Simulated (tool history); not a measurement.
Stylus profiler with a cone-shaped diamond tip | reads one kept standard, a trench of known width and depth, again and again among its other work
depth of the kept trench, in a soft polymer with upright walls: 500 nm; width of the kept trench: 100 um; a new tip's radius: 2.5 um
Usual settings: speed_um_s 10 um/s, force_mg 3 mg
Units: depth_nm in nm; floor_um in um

Run 1, hour 0: usual settings. Result: depth_nm 506.1 nm, floor_um 96.14 um.
Run 2, hour 9.9: usual settings. Result: depth_nm 506.03 nm, floor_um 96.11 um.
Run 3, hour 28.1: usual settings but force_mg 1.07 mg. Result: depth_nm 502.63 nm, floor_um 96.06 um.
Run 4, hour 48.8: usual settings but force_mg 1.07 mg. Result: depth_nm 502.62 nm, floor_um 96.06 um.
Run 5, hour 70: usual settings. Result: depth_nm 505.99 nm, floor_um 96.03 um.
Run 6, hour 90.2: usual settings. Result: depth_nm 505.92 nm, floor_um 96 um.
Run 7, hour 111.2: usual settings. Result: depth_nm 505.74 nm, floor_um 96.02 um.
Run 8, hour 121.5: usual settings. Result: depth_nm 505.9 nm, floor_um 96.04 um.
Run 9, hour 138.5: usual settings but speed_um_s 5 um/s, force_mg 2.03 mg. Result: depth_nm 504.45 nm, floor_um 95.96 um.

Forecast run 10:
Run 10, hour 151.5: usual settings but speed_um_s 22 um/s, force_mg 1.19 mg. Result: depth_nm ?, floor_um ?.

{"run 10": {"depth_nm": 502.62, "floor_um": 95.87}}
Without the tool's hidden state the same run would have given depth_nm 503.64 nm, floor_um 96.82 um.
